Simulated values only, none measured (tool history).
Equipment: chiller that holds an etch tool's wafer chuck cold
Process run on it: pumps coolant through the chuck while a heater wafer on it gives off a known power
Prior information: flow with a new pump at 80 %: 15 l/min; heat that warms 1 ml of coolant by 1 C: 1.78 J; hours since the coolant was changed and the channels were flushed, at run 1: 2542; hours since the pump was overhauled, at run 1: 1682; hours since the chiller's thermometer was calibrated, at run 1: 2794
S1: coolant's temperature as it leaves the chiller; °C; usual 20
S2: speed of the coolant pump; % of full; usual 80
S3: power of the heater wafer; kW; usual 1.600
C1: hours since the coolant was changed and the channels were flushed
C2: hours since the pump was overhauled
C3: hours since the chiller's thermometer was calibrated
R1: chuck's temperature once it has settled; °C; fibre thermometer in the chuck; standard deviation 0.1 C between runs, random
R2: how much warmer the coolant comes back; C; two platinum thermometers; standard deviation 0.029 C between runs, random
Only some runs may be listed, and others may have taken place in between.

| run | hour | S1 | S2 | S3 | C1 | C2 | C3 | R1 | R2 |
|---|---|---|---|---|---|---|---|---|---|
| 1 | 0.0 | 20 | 80 | 1.600 | 2542 | 1682 | 2794 | 31.8 | 3.70 |
| 2 | 40.9 | 13 | 80 | 1.600 | 2583 | 1723 | 2835 | 24.9 | 3.67 |
| 3 | 72.7 | 13 | 80 | 1.600 | 2615 | 1755 | 2867 | 24.8 | 3.71 |
| 4 | 114.3 | 20 | 79 | 1.600 | 2657 | 1797 | 2908 | 32.0 | 3.73 |
| 5 | 145.0 | 20 | 79 | 1.600 | 2687 | 1827 | 2939 | 32.0 | 3.74 |
| 6 | 173.4 | 20 | 79 | 1.600 | 2716 | 1856 | 2967 | 31.9 | 3.74 |
| 7 | 199.8 | 20 | 79 | 1.600 | 2742 | 1882 | 2994 | 32.0 | 3.80 |
| 8 | 236.5 | 20 | 79 | 1.600 | 2779 | 1919 | 3030 | 31.9 | 3.77 |
| 9 | 260.1 | 20 | 80 | 1.931 | 2802 | 1942 | 3054 | 34.5 | 4.44 |
| 10 | 294.9 | 20 | 80 | 1.931 | 2837 | 1977 | 3089 | 34.4 | 4.44 |
| 11 | 329.8 | 20 | 80 | 1.931 | 2872 | 2012 | 3124 | 34.5 | 4.48 |
| 12 | 352.9 | 20 | 70 | 1.931 | 2895 | 2035 | 3147 | 35.7 | 5.20 |
| 13 | 375.5 | 20 | 70 | 1.931 | 2918 | 2058 | 3169 | 35.7 | 5.21 |
| 14 | 405.1 | 20 | 80 | 1.600 | 2947 | 2087 | 3199 | 31.9 | 3.69 |
| 15 | 438.0 | 20 | 80 | 1.600 | 2980 | 2120 | 3232 | 32.0 | 3.72 |
|  | 458.9 | chiller's thermometer calibrated |
| 16 | 464.7 | 20 | 80 | 1.600 | 3006 | 2146 | 6 | 32.0 | 3.72 |
| 17 | 498.1 | 24 | 95 | 1.900 | 3040 | 2179 | 39 | 36.8 | 3.68 |
| 18 | 534.9 | 16 | 95 | 1.900 | 3076 | 2216 | 76 | 29.0 | 3.67 |
|  | 542.3 | coolant pump overhauled |
| 19 | 583.3 | 16 | 95 | 1.805 | 3120 | 41 | 119 | 28.4 | 3.52 |
| 20 | 612.3 | 11 | 70 | 1.591 | 3149 | 70 | 148 | 24.2 | 4.36 |
|  | 660.5 | coolant pump overhauled, once more |
| 21 | 661.7 | 20 | 64 | 1.600 | 3193 | 1 | 193 | 33.7 | 4.58 |
| 22 | 696.7 | 20 | 64 | 1.600 | 3228 | 36 | 228 | 33.9 | 4.53 |
| 23 | 743.5 | 24 | 65 | 1.025 | 3275 | 83 | 275 | 32.8 | 2.91 |
| 24 | 784.3 | 24 | 92 | 1.025 | 3316 | 124 | 315 | 31.2 | 1.96 |
| 25 | 817.7 | 10 | 80 | 1.749 | 3349 | 157 | 349 | 22.9 | 3.94 |
| 26 | 844.2 | 13 | 90 | 1.749 | 3376 | 184 | 375 | 25.1 | 3.51 |
| 27 | 882.0 | 13 | 90 | 1.749 | 3413 | 221 | 413 | 24.8 | 3.44 |

Run 28, settings as shown, results not yet in. Your forecast:
| 28 | 928.6 | 14 | 93 | 2.145 | 3460 | 268 | 460 | ? | ? |

R1: 28.6 °C
R2: 4.16 C
Minus the tool's unlogged condition, the same run would have read R1 27.8 °C, R2 4.17 C.
